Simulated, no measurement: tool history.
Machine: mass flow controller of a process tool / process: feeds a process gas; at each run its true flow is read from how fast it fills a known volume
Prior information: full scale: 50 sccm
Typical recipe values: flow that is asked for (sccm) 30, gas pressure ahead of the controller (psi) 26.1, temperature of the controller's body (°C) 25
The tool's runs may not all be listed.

run	hour	flow that is asked for (sccm)	gas pressure ahead of the controller (psi)	temperature of the controller's body (°C)	true flow (%)
1	0.0	30	26.1	25	99.74
2	70.5	8	26.1	25	99.23
3	107.7	30	26.1	25	99.72
4	165.0	30	26.1	27	99.52
5	226.9	30	26.1	27	99.50
6	290.4	30	26.1	25	99.67
7	329.7	30	26.4	25	99.55
8	366.2	30	26.1	25	99.73
9	400.9	30	29.7	25	99.47
10	443.3	30	29.7	25	99.48
11	495.1	30	29.7	25	99.47
12	570.6	30	29.7	25	99.38
13	609.3	30	29.7	25	99.28
14	645.9	30	34.8	25	99.22
15	701.1	12	20.5	25	99.20
16	751.1	19	20.6	33	98.87
17	817.2	12	34.8	38	97.66

Run 18 is up next; what results do you expect?
18	868.7	19	25.8	27	?

true flow (%): 99.07
If the tool had no hidden condition, the same run with the same run-to-run variation would have returned true flow (%) 99.44.
